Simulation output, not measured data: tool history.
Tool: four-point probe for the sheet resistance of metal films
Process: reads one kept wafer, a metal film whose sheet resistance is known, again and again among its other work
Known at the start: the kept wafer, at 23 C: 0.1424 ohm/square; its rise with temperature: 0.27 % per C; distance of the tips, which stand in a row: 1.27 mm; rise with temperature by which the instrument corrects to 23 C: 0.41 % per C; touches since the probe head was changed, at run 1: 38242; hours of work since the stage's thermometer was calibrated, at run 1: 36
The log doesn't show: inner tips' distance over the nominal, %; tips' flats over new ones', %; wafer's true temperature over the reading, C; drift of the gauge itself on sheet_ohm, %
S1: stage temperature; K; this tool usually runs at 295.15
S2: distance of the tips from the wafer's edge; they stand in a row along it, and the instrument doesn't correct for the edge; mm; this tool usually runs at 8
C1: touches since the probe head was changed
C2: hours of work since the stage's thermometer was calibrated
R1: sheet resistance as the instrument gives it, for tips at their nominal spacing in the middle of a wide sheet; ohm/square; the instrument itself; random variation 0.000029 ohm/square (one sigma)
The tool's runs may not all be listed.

{"run": 1, "hour": 0.0, "S1": 295.15, "S2": 8, "C1": 38242, "C2": 36, "R1": 0.142844}
{"run": 2, "hour": 110.3, "S1": 295.15, "S2": 8, "C1": 40097, "C2": 104, "R1": 0.142866}
{"run": 3, "hour": 224.4, "S1": 295.15, "S2": 8, "C1": 42016, "C2": 173, "R1": 0.14279}
{"run": 4, "hour": 284.2, "S1": 295.15, "S2": 8, "C1": 43020, "C2": 210, "R1": 0.142765}
{"run": 5, "hour": 361.8, "S1": 295.15, "S2": 8, "C1": 44326, "C2": 257, "R1": 0.142753}
{"run": 6, "hour": 448.2, "S1": 295.15, "S2": 14, "C1": 45778, "C2": 310, "R1": 0.141375}
{"run": 7, "hour": 518.6, "S1": 295.15, "S2": 14, "C1": 46962, "C2": 353, "R1": 0.141393}
{"run": 8, "hour": 570.7, "S1": 295.15, "S2": 14, "C1": 47838, "C2": 385, "R1": 0.141365}
{"run": 9, "hour": 626.0, "S1": 295.15, "S2": 14, "C1": 48768, "C2": 419, "R1": 0.141343}
{"run": 10, "hour": 706.3, "S1": 295.15, "S2": 14, "C1": 50118, "C2": 468, "R1": 0.141324}
{"run": 11, "hour": 784.3, "S1": 295.15, "S2": 14, "C1": 51430, "C2": 515, "R1": 0.141296}
{"run": 12, "hour": 889.2, "S1": 308.15, "S2": 8, "C1": 53193, "C2": 579, "R1": 0.140069}
{"hour": 899.9, "done": "stage's thermometer calibrated"}
{"run": 13, "hour": 955.3, "S1": 308.15, "S2": 8, "C1": 54296, "C2": 34, "R1": 0.140055}
{"run": 14, "hour": 1042.3, "S1": 308.15, "S2": 8, "C1": 55760, "C2": 87, "R1": 0.140004}
{"run": 15, "hour": 1107.3, "S1": 308.15, "S2": 8, "C1": 56852, "C2": 127, "R1": 0.139981}
{"run": 16, "hour": 1203.5, "S1": 308.15, "S2": 8, "C1": 58469, "C2": 185, "R1": 0.139921}
{"hour": 1226.4, "done": "stage's thermometer calibrated, once more"}
{"run": 17, "hour": 1313.5, "S1": 308.15, "S2": 8, "C1": 60311, "C2": 53, "R1": 0.139876}
{"run": 18, "hour": 1410.1, "S1": 308.15, "S2": 8, "C1": 61935, "C2": 112, "R1": 0.139817}
{"run": 19, "hour": 1474.7, "S1": 308.15, "S2": 8, "C1": 63022, "C2": 152, "R1": 0.139771}
{"run": 20, "hour": 1568.8, "S1": 308.15, "S2": 8, "C1": 64603, "C2": 209, "R1": 0.139771}
{"run": 21, "hour": 1651.9, "S1": 303.15, "S2": 8, "C1": 66001, "C2": 260, "R1": 0.14063}
{"run": 22, "hour": 1747.2, "S1": 294.15, "S2": 35, "C1": 67604, "C2": 318, "R1": 0.140576}
{"hour": 1820.4, "done": "new probe head fitted"}
{"run": 23, "hour": 1836.5, "S1": 294.15, "S2": 35, "C1": 271, "C2": 372, "R1": 0.143419}
{"run": 24, "hour": 1928.9, "S1": 294.15, "S2": 8, "C1": 1823, "C2": 428, "R1": 0.145177}
{"run": 25, "hour": 2020.0, "S1": 295.15, "S2": 13, "C1": 3356, "C2": 484, "R1": 0.143743}
{"run": 26, "hour": 2125.6, "S1": 301.15, "S2": 13, "C1": 5131, "C2": 548, "R1": 0.142503}
{"run": 27, "hour": 2185.2, "S1": 297.15, "S2": 3, "C1": 6134, "C2": 585, "R1": 0.154976}
{"run": 28, "hour": 2288.3, "S1": 304.15, "S2": 57, "C1": 7867, "C2": 648, "R1": 0.141205}
{"run": 29, "hour": 2348.7, "S1": 308.15, "S2": 73, "C1": 8882, "C2": 684, "R1": 0.140471}
{"run": 30, "hour": 2423.4, "S1": 308.15, "S2": 73, "C1": 10138, "C2": 730, "R1": 0.14041}
{"run": 31, "hour": 2471.2, "S1": 300.15, "S2": 20, "C1": 10942, "C2": 759, "R1": 0.142153}
{"run": 32, "hour": 2578.4, "S1": 299.15, "S2": 18, "C1": 12744, "C2": 825, "R1": 0.142388}
{"run": 33, "hour": 2646.2, "S1": 299.15, "S2": 18, "C1": 13885, "C2": 866, "R1": 0.142375}
{"run": 34, "hour": 2760.8, "S1": 295.15, "S2": 21, "C1": 15811, "C2": 936, "R1": 0.143043}
{"run": 35, "hour": 2821.6, "S1": 303.15, "S2": 3, "C1": 16834, "C2": 973, "R1": 0.153444}
{"run": 36, "hour": 2888.4, "S1": 303.15, "S2": 3, "C1": 17956, "C2": 1014, "R1": 0.153444}
{"run": 37, "hour": 2940.2, "S1": 303.15, "S2": 3, "C1": 18827, "C2": 1045, "R1": 0.153468}
{"run": 38, "hour": 3035.6, "S1": 304.15, "S2": 4, "C1": 20432, "C2": 1104, "R1": 0.148127}
{"run": 39, "hour": 3088.0, "S1": 304.15, "S2": 4, "C1": 21313, "C2": 1136, "R1": 0.148082}
{"run": 40, "hour": 3182.8, "S1": 302.15, "S2": 14, "C1": 22906, "C2": 1193, "R1": 0.141847}
{"run": 41, "hour": 3272.1, "S1": 291.15, "S2": 10, "C1": 24408, "C2": 1248, "R1": 0.144508}
{"run": 42, "hour": 3354.2, "S1": 307.15, "S2": 4, "C1": 25789, "C2": 1298, "R1": 0.147404}

The same runs without the tool's hidden state, with the same run-to-run variation:
run=1 R1=0.144485
run=2 R1=0.144549
run=3 R1=0.144519
run=4 R1=0.144515
run=5 R1=0.144533
run=6 R1=0.143175
run=7 R1=0.143222
run=8 R1=0.143213
run=9 R1=0.143214
run=10 R1=0.143227
run=11 R1=0.143233
run=12 R1=0.142033
run=13 R1=0.142029
run=14 R1=0.142011
run=15 R1=0.142012
run=16 R1=0.141989
run=17 R1=0.142054
run=18 R1=0.142034
run=19 R1=0.142014
run=20 R1=0.142050
run=21 R1=0.142953
run=22 R1=0.142936
run=23 R1=0.142918
run=24 R1=0.144705
run=25 R1=0.143311
run=26 R1=0.142118
run=27 R1=0.154584
run=28 R1=0.140890
run=29 R1=0.140183
run=30 R1=0.140152
run=31 R1=0.141910
run=32 R1=0.142183
run=33 R1=0.142197
run=34 R1=0.142907
run=35 R1=0.153326
run=36 R1=0.153355
run=37 R1=0.153401
run=38 R1=0.148102
run=39 R1=0.148077
run=40 R1=0.141878
run=41 R1=0.144577
run=42 R1=0.147515
